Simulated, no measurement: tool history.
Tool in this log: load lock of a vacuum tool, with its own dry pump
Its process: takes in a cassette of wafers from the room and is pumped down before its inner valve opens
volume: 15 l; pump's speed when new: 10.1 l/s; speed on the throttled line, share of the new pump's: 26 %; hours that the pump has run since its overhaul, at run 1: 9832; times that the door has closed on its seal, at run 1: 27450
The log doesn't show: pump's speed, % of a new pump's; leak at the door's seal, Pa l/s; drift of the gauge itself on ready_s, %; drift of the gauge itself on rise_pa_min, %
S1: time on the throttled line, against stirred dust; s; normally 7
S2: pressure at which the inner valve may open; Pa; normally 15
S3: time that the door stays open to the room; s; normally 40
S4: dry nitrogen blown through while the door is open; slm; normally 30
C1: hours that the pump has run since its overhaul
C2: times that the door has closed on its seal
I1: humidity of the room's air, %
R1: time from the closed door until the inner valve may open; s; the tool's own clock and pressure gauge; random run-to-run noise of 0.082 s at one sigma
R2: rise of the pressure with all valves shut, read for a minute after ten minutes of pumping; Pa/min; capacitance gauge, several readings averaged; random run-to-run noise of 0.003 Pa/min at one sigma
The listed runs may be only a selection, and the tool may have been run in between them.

{"run": 1, "hour": 0.0, "S1": 7, "S2": 15, "S3": 40, "S4": 30, "C1": 9832, "C2": 27450, "I1": 43.7, "R1": 19.33, "R2": 0.178}
{"run": 2, "hour": 258.5, "S1": 7, "S2": 15, "S3": 40, "S4": 30, "C1": 10090, "C2": 28290, "I1": 42.6, "R1": 19.35, "R2": 0.18}
{"hour": 336.5, "done": "door's seal changed, seat wiped"}
{"run": 3, "hour": 465.8, "S1": 7, "S2": 15, "S3": 40, "S4": 30, "C1": 10296, "C2": 420, "I1": 43.1, "R1": 19.62, "R2": 0.03}
{"run": 4, "hour": 690.9, "S1": 5, "S2": 15, "S3": 40, "S4": 30, "C1": 10521, "C2": 1152, "I1": 47.2, "R1": 18.1, "R2": 0.038}
{"run": 5, "hour": 993.9, "S1": 8, "S2": 15, "S3": 40, "S4": 30, "C1": 10824, "C2": 2136, "I1": 43.7, "R1": 20.17, "R2": 0.031}
{"run": 6, "hour": 1225.9, "S1": 7, "S2": 15, "S3": 40, "S4": 30, "C1": 11056, "C2": 2890, "I1": 48.0, "R1": 19.6, "R2": 0.033}
{"run": 7, "hour": 1492.0, "S1": 7, "S2": 15, "S3": 40, "S4": 30, "C1": 11322, "C2": 3755, "I1": 48.1, "R1": 19.54, "R2": 0.028}
{"run": 8, "hour": 1779.5, "S1": 9, "S2": 15, "S3": 40, "S4": 30, "C1": 11610, "C2": 4690, "I1": 43.0, "R1": 20.97, "R2": 0.035}
{"run": 9, "hour": 2031.8, "S1": 7, "S2": 15, "S3": 85, "S4": 30, "C1": 11862, "C2": 5510, "I1": 41.1, "R1": 19.79, "R2": 0.049}
{"run": 10, "hour": 2173.1, "S1": 7, "S2": 15, "S3": 85, "S4": 30, "C1": 12003, "C2": 5969, "I1": 45.5, "R1": 19.7, "R2": 0.059}
{"run": 11, "hour": 2376.9, "S1": 7, "S2": 15, "S3": 85, "S4": 30, "C1": 12207, "C2": 6631, "I1": 43.7, "R1": 19.62, "R2": 0.061}
{"run": 12, "hour": 2575.6, "S1": 11, "S2": 21, "S3": 85, "S4": 28, "C1": 12406, "C2": 7277, "I1": 41.8, "R1": 22.03, "R2": 0.063}
{"run": 13, "hour": 2754.8, "S1": 6, "S2": 16, "S3": 109, "S4": 6, "C1": 12585, "C2": 7860, "I1": 43.3, "R1": 18.93, "R2": 0.111}
{"run": 14, "hour": 3076.8, "S1": 10, "S2": 16, "S3": 196, "S4": 6, "C1": 12907, "C2": 8906, "I1": 46.3, "R1": 21.66, "R2": 0.173}
{"run": 15, "hour": 3395.7, "S1": 8, "S2": 21, "S3": 40, "S4": 30, "C1": 13226, "C2": 9943, "I1": 46.3, "R1": 19.85, "R2": 0.053}
{"run": 16, "hour": 3552.7, "S1": 5, "S2": 25, "S3": 70, "S4": 30, "C1": 13383, "C2": 10453, "I1": 41.4, "R1": 17.41, "R2": 0.069}
{"run": 17, "hour": 3766.9, "S1": 12, "S2": 14, "S3": 43, "S4": 30, "C1": 13597, "C2": 11149, "I1": 46.3, "R1": 23.56, "R2": 0.059}
{"run": 18, "hour": 3995.7, "S1": 13, "S2": 15, "S3": 130, "S4": 30, "C1": 13826, "C2": 11893, "I1": 43.7, "R1": 24.02, "R2": 0.095}
{"run": 19, "hour": 4212.0, "S1": 13, "S2": 15, "S3": 130, "S4": 30, "C1": 14042, "C2": 12596, "I1": 45.3, "R1": 23.97, "R2": 0.1}
{"run": 20, "hour": 4369.6, "S1": 13, "S2": 15, "S3": 130, "S4": 30, "C1": 14200, "C2": 13108, "I1": 45.2, "R1": 24.22, "R2": 0.101}

Here are 4 independent what-if runs from the current tool condition. What would each one return?
{"run": "A", "hour": 4574.9, "S1": 13, "S2": 13, "S3": 136, "S4": 23, "C1": 14405, "C2": 13776, "I1": 42.8, "R1": "?", "R2": "?"}
{"run": "B", "hour": 4574.9, "S1": 7, "S2": 25, "S3": 41, "S4": 30, "C1": 14405, "C2": 13776, "I1": 46.1, "R1": "?", "R2": "?"}
{"run": "C", "hour": 4574.9, "S1": 8, "S2": 15, "S3": 130, "S4": 11, "C1": 14405, "C2": 13776, "I1": 46.8, "R1": "?", "R2": "?"}
{"run": "D", "hour": 4574.9, "S1": 13, "S2": 17, "S3": 32, "S4": 6, "C1": 14405, "C2": 13776, "I1": 47.8, "R1": "?", "R2": "?"}

run=A R1=24.46 R2=0.108
run=B R1=19.08 R2=0.073
run=C R1=20.74 R2=0.137
run=D R1=23.97 R2=0.091
The same runs, with their run-to-run variation unchanged, on a tool lacking any hidden condition would have given:
run=A R1=23.05 R2=0.069
run=B R1=17.59 R2=0.034
run=C R1=19.17 R2=0.097
run=D R1=22.61 R2=0.051

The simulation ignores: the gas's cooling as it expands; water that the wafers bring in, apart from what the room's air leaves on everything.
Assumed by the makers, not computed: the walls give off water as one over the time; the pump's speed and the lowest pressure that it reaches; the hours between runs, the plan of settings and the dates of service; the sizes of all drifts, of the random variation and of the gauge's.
